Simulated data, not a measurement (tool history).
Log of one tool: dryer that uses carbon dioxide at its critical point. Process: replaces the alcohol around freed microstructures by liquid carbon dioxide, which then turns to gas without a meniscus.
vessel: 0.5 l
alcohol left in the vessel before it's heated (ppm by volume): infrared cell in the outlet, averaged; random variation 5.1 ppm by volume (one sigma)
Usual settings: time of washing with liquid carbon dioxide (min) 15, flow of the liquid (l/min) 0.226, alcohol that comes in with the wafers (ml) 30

run	hour	time of washing with liquid carbon dioxide (min)	flow of the liquid (l/min)	alcohol that comes in with the wafers (ml)	alcohol left in the vessel before it's heated (ppm by volume)
1	0	15	0.226	30	240
2	24.3	13	0.226	30	434
3	63	13	0.226	30	430
4	84.5	15	0.226	30	256
5	118.7	15	0.162	30	947
6	164.7	15	0.162	30	964
7	204.3	15	0.162	30	1002
8	243.6	15	0.162	30	979
# hour 264.1: inlet filter changed
9	280.8	15	0.162	30	635
10	302.8	15	0.162	30	662
11	325.8	15	0.162	30	681
12	353.9	12	0.34	29	143
13	382.8	15	0.198	30	327
14	410.6	15	0.152	26	791
15	442	15	0.152	26	796
16	462.9	15	0.226	79	364
17	495.5	15	0.226	79	370
18	542.5	15	0.226	79	386
19	569.9	15	0.226	79	401
20	609.2	13	0.226	30	377

Some steps in alcohol left in the vessel before it's heated (ppm by volume) between neighbouring runs. How much of each would the tool show without its hidden state too (settings, what came in, random variation), and how much is left for the hidden state, with any gauge scatter that isn't in both results?
The hidden state here: flow that reaches the vessel past the clogged filter, %; alcohol in the recycled carbon dioxide, ppm; drift of the gauge itself on alcohol_ppm, %.
Run 4 -> 5: flow of the liquid (l/min) 0.226 -> 0.162. alcohol left in the vessel before it's heated (ppm by volume) +691: hidden state +249, all else +442.
Run 8 -> 9: inlet filter changed. alcohol left in the vessel before it's heated (ppm by volume) -344: hidden state -343, all else -1.
Run 11 -> 12: time of washing with liquid carbon dioxide (min) 15 -> 12, flow of the liquid (l/min) 0.162 -> 0.34, alcohol that comes in with the wafers (ml) 30 -> 29. alcohol left in the vessel before it's heated (ppm by volume) -538: hidden state -18, all else -520.
